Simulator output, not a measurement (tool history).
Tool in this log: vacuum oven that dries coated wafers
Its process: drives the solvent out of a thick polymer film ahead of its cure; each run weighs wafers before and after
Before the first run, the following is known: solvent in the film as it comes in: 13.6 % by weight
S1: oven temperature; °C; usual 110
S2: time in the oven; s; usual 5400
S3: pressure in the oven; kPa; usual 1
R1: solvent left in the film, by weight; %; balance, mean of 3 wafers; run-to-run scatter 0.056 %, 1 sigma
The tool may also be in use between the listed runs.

{"run": 1, "day": 0.0, "S1": 110, "S2": 5400, "S3": 1, "R1": 2.4}
{"run": 2, "day": 1.296, "S1": 110, "S2": 3180, "S3": 1, "R1": 4.08}
{"run": 3, "day": 3.633, "S1": 110, "S2": 3180, "S3": 0.71, "R1": 3.66}
{"run": 4, "day": 5.296, "S1": 110, "S2": 3180, "S3": 0.71, "R1": 3.84}
{"run": 5, "day": 6.538, "S1": 110, "S2": 5400, "S3": 1, "R1": 2.49}
{"run": 6, "day": 7.912, "S1": 110, "S2": 5400, "S3": 1, "R1": 2.45}
{"run": 7, "day": 9.483, "S1": 103, "S2": 5400, "S3": 1, "R1": 3.63}
{"run": 8, "day": 11.571, "S1": 103, "S2": 5400, "S3": 1, "R1": 3.84}
{"run": 9, "day": 13.679, "S1": 110, "S2": 3600, "S3": 1.49, "R1": 4.27}
{"run": 10, "day": 15.65, "S1": 110, "S2": 3600, "S3": 0.56, "R1": 3.01}
{"run": 11, "day": 17.408, "S1": 110, "S2": 3600, "S3": 0.56, "R1": 3.17}
{"run": 12, "day": 19.033, "S1": 104, "S2": 4380, "S3": 1.69, "R1": 5.13}
{"run": 13, "day": 21.317, "S1": 104, "S2": 4380, "S3": 1.69, "R1": 5.14}
{"run": 14, "day": 22.954, "S1": 108, "S2": 4380, "S3": 2.3, "R1": 5.21}
{"run": 15, "day": 24.433, "S1": 108, "S2": 8940, "S3": 2.03, "R1": 3.65}
{"run": 16, "day": 26.171, "S1": 108, "S2": 8940, "S3": 2.03, "R1": 3.64}

Branching from run 16: 4 alternative next runs. What would each branch give?
{"run": "A", "day": 27.733, "S1": 110, "S2": 5340, "S3": 1, "R1": "?"}
{"run": "B", "day": 27.733, "S1": 110, "S2": 5400, "S3": 1, "R1": "?"}
{"run": "C", "day": 27.733, "S1": 115, "S2": 5400, "S3": 2.34, "R1": "?"}
{"run": "D", "day": 27.733, "S1": 112, "S2": 6720, "S3": 1.35, "R1": "?"}

run=A R1=2.62
run=B R1=2.41
run=C R1=3.52
run=D R1=2.41
Had the tool no hidden state, the same runs would have come out as:
run=A R1=2.61
run=B R1=2.4
run=C R1=3.52
run=D R1=2.4
